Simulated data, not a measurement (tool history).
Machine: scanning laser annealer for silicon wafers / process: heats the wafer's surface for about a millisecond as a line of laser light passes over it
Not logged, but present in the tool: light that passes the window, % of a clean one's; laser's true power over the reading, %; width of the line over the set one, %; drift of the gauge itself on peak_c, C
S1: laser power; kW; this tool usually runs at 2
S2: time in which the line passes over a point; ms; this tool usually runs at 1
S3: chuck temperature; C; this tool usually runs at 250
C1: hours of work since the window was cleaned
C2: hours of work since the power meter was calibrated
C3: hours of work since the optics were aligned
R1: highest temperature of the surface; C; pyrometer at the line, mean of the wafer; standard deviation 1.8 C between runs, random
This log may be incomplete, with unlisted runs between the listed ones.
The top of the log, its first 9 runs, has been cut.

run 10 hour=189.7 | S1=2 S2=1 S3=250 | C1=116 C2=517 C3=1969 | R1=1014
run 11 hour=217 | S1=2 S2=1.09 S3=250 | C1=134 C2=535 C3=1987 | R1=1048
run 12 hour=235.3 | S1=2 S2=1.09 S3=250 | C1=146 C2=547 C3=1999 | R1=1040
-- hour=243.3 optics aligned, line set to its width
run 13 hour=255 | S1=2 S2=0.73 S3=250 | C1=155 C2=557 C3=8 | R1=924
run 14 hour=279 | S1=2 S2=0.73 S3=250 | C1=171 C2=573 C3=24 | R1=920
-- hour=284 laser's power meter calibrated
run 15 hour=296.4 | S1=2 S2=0.71 S3=250 | C1=181 C2=8 C3=33 | R1=914
run 16 hour=326.1 | S1=1.906 S2=0.99 S3=283 | C1=200 C2=28 C3=53 | R1=1013
run 17 hour=354.1 | S1=2.175 S2=1 S3=269 | C1=219 C2=46 C3=71 | R1=1119
run 18 hour=381.6 | S1=1.752 S2=0.85 S3=269 | C1=237 C2=64 C3=89 | R1=879
run 19 hour=396.5 | S1=1.752 S2=0.85 S3=269 | C1=247 C2=74 C3=99 | R1=882
run 20 hour=415.7 | S1=2 S2=1.21 S3=250 | C1=259 C2=87 C3=112 | R1=1085
run 21 hour=447.3 | S1=2.138 S2=1 S3=216 | C1=280 C2=108 C3=132 | R1=1040
-- hour=453.9 laser's power meter calibrated, once more
run 22 hour=473.5 | S1=1.734 S2=0.82 S3=219 | C1=295 C2=13 C3=148 | R1=808
run 23 hour=489.8 | S1=1.929 S2=0.79 S3=232 | C1=306 C2=24 C3=158 | R1=885
run 24 hour=515.5 | S1=1.908 S2=0.85 S3=228 | C1=323 C2=41 C3=175 | R1=892
run 25 hour=532.4 | S1=1.908 S2=0.85 S3=228 | C1=334 C2=52 C3=187 | R1=891
run 26 hour=551.6 | S1=1.924 S2=1 S3=250 | C1=347 C2=64 C3=199 | R1=970
run 27 hour=576 | S1=1.944 S2=0.81 S3=250 | C1=363 C2=80 C3=215 | R1=909
run 28 hour=597.3 | S1=2.038 S2=0.81 S3=250 | C1=377 C2=95 C3=229 | R1=945
run 29 hour=629.3 | S1=2.038 S2=0.81 S3=250 | C1=398 C2=116 C3=250 | R1=944
run 30 hour=645.3 | S1=2.038 S2=0.81 S3=250 | C1=409 C2=126 C3=261 | R1=942

Branching from run 30: 3 alternative next runs. What would each branch give?
run A hour=663.5 | S1=2.039 S2=1 S3=245 | C1=421 C2=138 C3=273 | R1=?
run B hour=663.5 | S1=2 S2=1 S3=237 | C1=421 C2=138 C3=273 | R1=?
run C hour=663.5 | S1=2.027 S2=1 S3=259 | C1=421 C2=138 C3=273 | R1=?

run=A R1=1006
run=B R1=981
run=C R1=1018
With no hidden state in the tool, these same runs would have given:
run=A R1=1055
run=B R1=1028
run=C R1=1065
